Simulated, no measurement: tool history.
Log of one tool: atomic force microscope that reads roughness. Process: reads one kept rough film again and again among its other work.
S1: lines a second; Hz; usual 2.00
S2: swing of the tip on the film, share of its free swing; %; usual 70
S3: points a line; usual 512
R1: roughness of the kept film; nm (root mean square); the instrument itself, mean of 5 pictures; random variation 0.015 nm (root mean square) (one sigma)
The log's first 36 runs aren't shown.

run,hour,S1,S2,S3,R1
37,896.3,0.79,63,388,3.530
38,924.4,2.36,76,596,3.130
39,956.9,1.80,62,560,3.258
40,989.3,2.08,72,661,3.056
41,1022.1,2.74,73,499,2.870
# hour 1027.5: new tip fitted
42,1055.9,1.23,73,617,3.483
43,1081.2,1.23,73,617,3.370
44,1100.2,0.64,73,287,3.349
45,1117.3,1.21,70,449,3.279
46,1133.6,2.58,70,436,3.087
47,1161.2,1.03,56,289,3.186
48,1193.0,1.03,56,289,3.100
# hour 1201.7: new tip fitted
49,1228.0,2.31,78,928,3.267
50,1261.3,1.60,70,512,3.308
51,1291.9,1.32,67,387,3.274
52,1320.9,1.32,67,387,3.174

Forecast each of these 4 alternatives for the next run:
A,1346.2,1.85,70,678,?
B,1346.2,1.18,67,387,?
C,1346.2,2.00,80,512,?
D,1346.2,1.21,76,387,?

run,R1
A,3.039
B,3.107
C,2.899
D,3.042
Without the tool's hidden state the same runs would have given:
run,R1
A,3.581
B,3.661
C,3.417
D,3.585

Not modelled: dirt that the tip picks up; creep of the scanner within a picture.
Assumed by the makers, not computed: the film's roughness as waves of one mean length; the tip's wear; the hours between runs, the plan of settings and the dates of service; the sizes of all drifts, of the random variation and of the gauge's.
